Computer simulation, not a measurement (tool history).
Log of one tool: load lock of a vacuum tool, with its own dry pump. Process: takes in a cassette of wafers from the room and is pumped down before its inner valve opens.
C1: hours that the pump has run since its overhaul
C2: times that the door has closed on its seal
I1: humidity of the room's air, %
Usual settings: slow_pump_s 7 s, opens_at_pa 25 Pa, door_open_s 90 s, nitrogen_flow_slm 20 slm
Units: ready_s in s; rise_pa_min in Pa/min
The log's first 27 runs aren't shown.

run 28 hour=13050.2 | slow_pump_s=5 opens_at_pa=19 door_open_s=33 nitrogen_flow_slm=10 | C1=2334 C2=32155 | I1=42.4 | ready_s=12.82 rise_pa_min=0.088
run 29 hour=13566.1 | slow_pump_s=7 opens_at_pa=25 door_open_s=28 nitrogen_flow_slm=28 | C1=2850 C2=33254 | I1=43.2 | ready_s=14.04 rise_pa_min=0.085
run 30 hour=14044.8 | slow_pump_s=7 opens_at_pa=25 door_open_s=28 nitrogen_flow_slm=28 | C1=3328 C2=34274 | I1=45.5 | ready_s=14.03 rise_pa_min=0.084
run 31 hour=14578.6 | slow_pump_s=7 opens_at_pa=25 door_open_s=28 nitrogen_flow_slm=28 | C1=3862 C2=35411 | I1=44.9 | ready_s=14.10 rise_pa_min=0.079
run 32 hour=15245.0 | slow_pump_s=7 opens_at_pa=25 door_open_s=41 nitrogen_flow_slm=28 | C1=4529 C2=36831 | I1=49.4 | ready_s=14.02 rise_pa_min=0.093
run 33 hour=15747.8 | slow_pump_s=4 opens_at_pa=21 door_open_s=90 nitrogen_flow_slm=38 | C1=5032 C2=37903 | I1=43.2 | ready_s=12.22 rise_pa_min=0.101
run 34 hour=16192.5 | slow_pump_s=7 opens_at_pa=25 door_open_s=27 nitrogen_flow_slm=43 | C1=5476 C2=38850 | I1=44.5 | ready_s=14.15 rise_pa_min=0.090
run 35 hour=16619.8 | slow_pump_s=7 opens_at_pa=25 door_open_s=27 nitrogen_flow_slm=8 | C1=5903 C2=39761 | I1=47.3 | ready_s=14.10 rise_pa_min=0.115
run 36 hour=16904.4 | slow_pump_s=7 opens_at_pa=25 door_open_s=90 nitrogen_flow_slm=6 | C1=6188 C2=40367 | I1=44.6 | ready_s=14.50 rise_pa_min=0.174

4 ways to go on from here, each from the tool as it stands after run 36. What would each give?
run A hour=17243.2 | slow_pump_s=7 opens_at_pa=35 door_open_s=90 nitrogen_flow_slm=6 | C1=6527 C2=41089 | I1=45.8 | ready_s=? rise_pa_min=?
run B hour=17243.2 | slow_pump_s=7 opens_at_pa=25 door_open_s=90 nitrogen_flow_slm=41 | C1=6527 C2=41089 | I1=44.4 | ready_s=? rise_pa_min=?
run C hour=17243.2 | slow_pump_s=7 opens_at_pa=25 door_open_s=26 nitrogen_flow_slm=20 | C1=6527 C2=41089 | I1=44.9 | ready_s=? rise_pa_min=?
run D hour=17243.2 | slow_pump_s=7 opens_at_pa=25 door_open_s=176 nitrogen_flow_slm=7 | C1=6527 C2=41089 | I1=40.7 | ready_s=? rise_pa_min=?

run=A ready_s=13.88 rise_pa_min=0.167
run=B ready_s=14.13 rise_pa_min=0.107
run=C ready_s=14.29 rise_pa_min=0.107
run=D ready_s=14.12 rise_pa_min=0.202
Without the tool's hidden state the same runs would have given:
run=A ready_s=13.72 rise_pa_min=0.095
run=B ready_s=13.96 rise_pa_min=0.034
run=C ready_s=14.12 rise_pa_min=0.032
run=D ready_s=13.95 rise_pa_min=0.127
